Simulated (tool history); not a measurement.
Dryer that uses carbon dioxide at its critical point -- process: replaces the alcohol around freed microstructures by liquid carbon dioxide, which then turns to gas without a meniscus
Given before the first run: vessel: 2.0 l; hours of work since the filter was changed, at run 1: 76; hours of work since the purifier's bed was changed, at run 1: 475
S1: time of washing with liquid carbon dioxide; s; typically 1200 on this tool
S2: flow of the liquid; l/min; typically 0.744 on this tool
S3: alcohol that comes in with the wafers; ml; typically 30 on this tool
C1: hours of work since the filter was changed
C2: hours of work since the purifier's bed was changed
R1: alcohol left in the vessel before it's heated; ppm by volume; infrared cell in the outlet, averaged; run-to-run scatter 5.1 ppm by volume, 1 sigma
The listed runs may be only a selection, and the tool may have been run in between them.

{"run": 1, "hour": 0.0, "S1": 1200, "S2": 0.744, "S3": 30, "C1": 76, "C2": 475, "R1": 156}
{"run": 2, "hour": 17.8, "S1": 1200, "S2": 0.744, "S3": 30, "C1": 83, "C2": 482, "R1": 155}
{"run": 3, "hour": 46.9, "S1": 1200, "S2": 0.744, "S3": 30, "C1": 95, "C2": 494, "R1": 151}
{"run": 4, "hour": 70.7, "S1": 1200, "S2": 1.139, "S3": 30, "C1": 105, "C2": 504, "R1": 103}
{"run": 5, "hour": 102.4, "S1": 1200, "S2": 1.139, "S3": 30, "C1": 118, "C2": 517, "R1": 115}
{"run": 6, "hour": 130.2, "S1": 1200, "S2": 0.744, "S3": 30, "C1": 129, "C2": 529, "R1": 175}
{"run": 7, "hour": 145.9, "S1": 1200, "S2": 0.744, "S3": 30, "C1": 136, "C2": 535, "R1": 174}
{"run": 8, "hour": 164.2, "S1": 1200, "S2": 0.744, "S3": 30, "C1": 144, "C2": 543, "R1": 170}
{"run": 9, "hour": 193.3, "S1": 1200, "S2": 0.744, "S3": 22, "C1": 156, "C2": 555, "R1": 153}
{"run": 10, "hour": 219.9, "S1": 1200, "S2": 0.744, "S3": 30, "C1": 167, "C2": 566, "R1": 173}
{"run": 11, "hour": 248.5, "S1": 1200, "S2": 0.744, "S3": 30, "C1": 178, "C2": 578, "R1": 182}
{"run": 12, "hour": 278.4, "S1": 1200, "S2": 0.744, "S3": 30, "C1": 191, "C2": 590, "R1": 185}
{"run": 13, "hour": 293.0, "S1": 1200, "S2": 0.744, "S3": 30, "C1": 197, "C2": 596, "R1": 192}
{"run": 14, "hour": 307.7, "S1": 1200, "S2": 0.744, "S3": 30, "C1": 203, "C2": 602, "R1": 193}
{"run": 15, "hour": 332.9, "S1": 1200, "S2": 0.744, "S3": 30, "C1": 213, "C2": 612, "R1": 185}
{"run": 16, "hour": 350.2, "S1": 1200, "S2": 0.718, "S3": 27, "C1": 220, "C2": 620, "R1": 192}
{"run": 17, "hour": 382.2, "S1": 720, "S2": 0.744, "S3": 30, "C1": 234, "C2": 633, "R1": 722}
{"run": 18, "hour": 403.3, "S1": 720, "S2": 0.744, "S3": 21, "C1": 242, "C2": 641, "R1": 537}
{"run": 19, "hour": 418.1, "S1": 720, "S2": 0.744, "S3": 21, "C1": 248, "C2": 648, "R1": 548}
{"run": 20, "hour": 446.5, "S1": 720, "S2": 1.216, "S3": 95, "C1": 260, "C2": 659, "R1": 368}
{"run": 21, "hour": 469.8, "S1": 960, "S2": 1.216, "S3": 25, "C1": 270, "C2": 669, "R1": 143}
{"run": 22, "hour": 496.0, "S1": 960, "S2": 1.216, "S3": 25, "C1": 281, "C2": 680, "R1": 152}
{"run": 23, "hour": 515.2, "S1": 960, "S2": 0.886, "S3": 28, "C1": 288, "C2": 688, "R1": 233}
{"run": 24, "hour": 531.8, "S1": 960, "S2": 0.986, "S3": 35, "C1": 295, "C2": 695, "R1": 193}
{"run": 25, "hour": 559.2, "S1": 780, "S2": 0.678, "S3": 73, "C1": 307, "C2": 706, "R1": 1703}
{"run": 26, "hour": 574.8, "S1": 900, "S2": 0.807, "S3": 26, "C1": 313, "C2": 712, "R1": 310}
{"run": 27, "hour": 591.5, "S1": 720, "S2": 0.744, "S3": 30, "C1": 320, "C2": 719, "R1": 779}
{"hour": 607.3, "done": "inlet filter changed"}
{"run": 28, "hour": 619.4, "S1": 960, "S2": 0.68, "S3": 30, "C1": 5, "C2": 730, "R1": 363}
{"run": 29, "hour": 641.3, "S1": 1200, "S2": 0.744, "S3": 26, "C1": 14, "C2": 739, "R1": 185}

Below are 3 alternative next runs, each starting from the tool's condition after run 29. Predict each:
{"run": "A", "hour": 667.9, "S1": 1200, "S2": 0.744, "S3": 118, "C1": 25, "C2": 750, "R1": "?"}
{"run": "B", "hour": 667.9, "S1": 1200, "S2": 0.498, "S3": 26, "C1": 25, "C2": 750, "R1": "?"}
{"run": "C", "hour": 667.9, "S1": 1380, "S2": 0.8, "S3": 30, "C1": 25, "C2": 750, "R1": "?"}

run=A R1=357
run=B R1=438
run=C R1=169
With the hidden condition removed and each run's random variation left untouched, the same runs would have given:
run=A R1=200
run=B R1=287
run=C R1=19
